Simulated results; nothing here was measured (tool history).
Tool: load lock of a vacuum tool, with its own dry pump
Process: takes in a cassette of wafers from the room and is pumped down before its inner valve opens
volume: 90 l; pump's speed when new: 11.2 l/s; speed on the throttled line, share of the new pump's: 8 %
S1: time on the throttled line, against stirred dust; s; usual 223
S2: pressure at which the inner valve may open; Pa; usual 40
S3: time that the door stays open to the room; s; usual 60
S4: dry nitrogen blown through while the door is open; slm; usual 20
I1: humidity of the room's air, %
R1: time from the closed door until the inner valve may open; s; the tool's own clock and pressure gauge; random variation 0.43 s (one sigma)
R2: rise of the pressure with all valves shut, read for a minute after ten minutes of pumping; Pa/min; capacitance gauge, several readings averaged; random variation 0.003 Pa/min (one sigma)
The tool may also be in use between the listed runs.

run 1 hour=0 | S1=223 S2=40 S3=60 S4=20 | I1=45.9 | R1=269.4 R2=0.021
run 2 hour=62.7 | S1=223 S2=40 S3=60 S4=20 | I1=44.3 | R1=268.6 R2=0.02
run 3 hour=144.2 | S1=223 S2=40 S3=60 S4=20 | I1=47.2 | R1=269.3 R2=0.027
run 4 hour=199 | S1=223 S2=40 S3=149 S4=20 | I1=45.7 | R1=268.3 R2=0.04
run 5 hour=294.7 | S1=223 S2=40 S3=76 S4=20 | I1=44.9 | R1=268.8 R2=0.033
run 6 hour=384.1 | S1=223 S2=40 S3=76 S4=20 | I1=46.2 | R1=268 R2=0.03
run 7 hour=427.1 | S1=223 S2=40 S3=60 S4=12 | I1=47.2 | R1=268.1 R2=0.027
run 8 hour=467.4 | S1=223 S2=40 S3=60 S4=12 | I1=43.7 | R1=268.8 R2=0.03
run 9 hour=527.7 | S1=223 S2=75 S3=104 S4=19 | I1=45.3 | R1=263.7 R2=0.031
run 10 hour=594.4 | S1=223 S2=60 S3=31 S4=13 | I1=46.2 | R1=265.7 R2=0.017
run 11 hour=635.4 | S1=228 S2=60 S3=31 S4=10 | I1=45.7 | R1=270.5 R2=0.019
run 12 hour=713.7 | S1=223 S2=47 S3=60 S4=20 | I1=45.9 | R1=266.8 R2=0.026
run 13 hour=772.5 | S1=223 S2=47 S3=60 S4=20 | I1=45.5 | R1=267.2 R2=0.03
run 14 hour=818.8 | S1=223 S2=47 S3=119 S4=37 | I1=44.3 | R1=267.4 R2=0.031

5 ways to go on from here, each from the tool as it stands after run 14. What would each give?
run A hour=885 | S1=205 S2=40 S3=67 S4=11 | I1=42.2 | R1=? R2=?
run B hour=885 | S1=177 S2=40 S3=35 S4=5 | I1=44.2 | R1=? R2=?
run C hour=885 | S1=143 S2=40 S3=60 S4=20 | I1=45.2 | R1=? R2=?
run D hour=885 | S1=223 S2=40 S3=60 S4=6 | I1=44.9 | R1=? R2=?
run E hour=885 | S1=223 S2=47 S3=158 S4=31 | I1=45.9 | R1=? R2=?

run=A R1=252.3 R2=0.036
run=B R1=227.6 R2=0.032
run=C R1=196.8 R2=0.032
run=D R1=268.9 R2=0.043
run=E R1=267.3 R2=0.036
Without the tool's hidden state the same runs would have given:
run=A R1=250.7 R2=0.027
run=B R1=225.9 R2=0.024
run=C R1=194.9 R2=0.023
run=D R1=267.3 R2=0.034
run=E R1=265.7 R2=0.027

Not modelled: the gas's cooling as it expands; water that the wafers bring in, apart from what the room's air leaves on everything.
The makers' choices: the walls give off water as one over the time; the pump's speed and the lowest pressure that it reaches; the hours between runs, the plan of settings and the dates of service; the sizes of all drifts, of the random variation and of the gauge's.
